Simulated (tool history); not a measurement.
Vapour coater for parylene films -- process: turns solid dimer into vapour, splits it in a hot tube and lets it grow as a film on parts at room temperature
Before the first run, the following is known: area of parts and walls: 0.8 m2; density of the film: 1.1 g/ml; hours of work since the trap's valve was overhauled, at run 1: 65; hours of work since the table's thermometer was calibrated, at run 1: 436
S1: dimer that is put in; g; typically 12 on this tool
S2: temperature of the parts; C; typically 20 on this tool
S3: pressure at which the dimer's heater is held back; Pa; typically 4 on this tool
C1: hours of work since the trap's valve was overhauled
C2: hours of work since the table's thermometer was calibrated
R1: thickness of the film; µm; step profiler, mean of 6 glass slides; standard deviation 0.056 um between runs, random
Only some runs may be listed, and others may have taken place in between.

run     day  S1  S2    S3   C1   C2     R1
  1       0  12  20     4   65  436   9.39
  2   0.879   6  20     4   79  450   4.59
  3   1.821  12  20  2.87   93  464   9.74
  4   3.333  12  20  2.87  117  488   9.67
  5   4.462  12  20     4  134  505   8.87
  6   5.262  12  20     4  147  518   9.01
  7   6.779  12  20     4  170  541   8.69
  8   7.875  12  20     4  187  558   8.63
  9   8.771  12  20     4  201  572   8.73
      9.317  -- trap's valve overhauled
 10   10.25   7  20     4   14  592   5.53
 11  11.779  12  20     4   38  616   9.33
 12  12.542  12  20     4   50  628   9.17
 13  13.933  10  20     4   71  649   7.75
 14  14.783  12  13     4   85  662  12.35
 15  16.096  12  13     4  105  683  12.25
 16  17.333  12  13     4  124  702  12.18
 17  18.558  12  20     4  143  721   8.79
 18  19.446  12  15     4  157  735  10.94
 19  20.512  12  15     4  173  751  10.91
 20  21.279  12  15     4  185  763  10.84
     22.821  -- trap's valve overhauled
 21  22.821  11  20     4    0  784   8.85
 22  23.662   5  20     4   13  797   3.94
 23   25.35   7  29  9.86   39  823   3.02
 24  26.696   7  18  9.86   60  844   4.87
 25  27.692   7  18  9.86   75  859    4.9
 26  29.175  12  20  7.66   98  882   7.98
 27  30.575   7  16  3.09  120  904   6.65
 28  32.171  13  19  4.35  145  929   9.95
 29  33.379  13  19  4.35  163  948   9.83
 30  34.488  13  31  4.35  180  965   5.76
     34.608  -- table's thermometer calibrated
     36.358  -- trap's valve overhauled
 31  36.371   6  26  4.35    0   25   3.68
 32  37.612  12  21  7.37   19   44   8.13
 33  38.904  12  21  7.37   39   64   7.97
     39.892  -- table's thermometer calibrated, once more
 34  40.096  12  21  7.37   57    3    7.6
 35  41.546   7  20     4   80   26   5.23
 36  43.217  17  18  7.71  105   51  11.94
 37  44.017  13  21  5.74  118   64   8.47
 38  45.092  13  21  5.74  134   80   8.49
 39  46.321  18  25  7.18  153   99   9.19
 40  47.921  18  25  8.04  178  124   8.91
 41   49.55   6  25  9.38  203  149   2.84
     49.871  -- trap's valve overhauled
 42   50.95   6  13  9.38   17  169   5.27
 43  51.738  15  30  2.62   29  181   8.06

Alternative continuations, all from the tool just after run 43; predict every row:
  A  52.629  12  12  3.64  43  194   ?
  B  52.629  15  30  4.12  43  194   ?
  C  52.629  15  26  2.62  43  194   ?
  D  52.629  14  26  5.21  43  194   ?
  E  52.629  22  28  2.85  43  194   ?

run     R1
  A  12.95
  B   7.33
  C   9.69
  D   7.73
  E  12.71
What these runs would have given with no unlogged condition in the tool:
run     R1
  A   13.3
  B   7.54
  C   9.98
  D   7.96
  E  13.08

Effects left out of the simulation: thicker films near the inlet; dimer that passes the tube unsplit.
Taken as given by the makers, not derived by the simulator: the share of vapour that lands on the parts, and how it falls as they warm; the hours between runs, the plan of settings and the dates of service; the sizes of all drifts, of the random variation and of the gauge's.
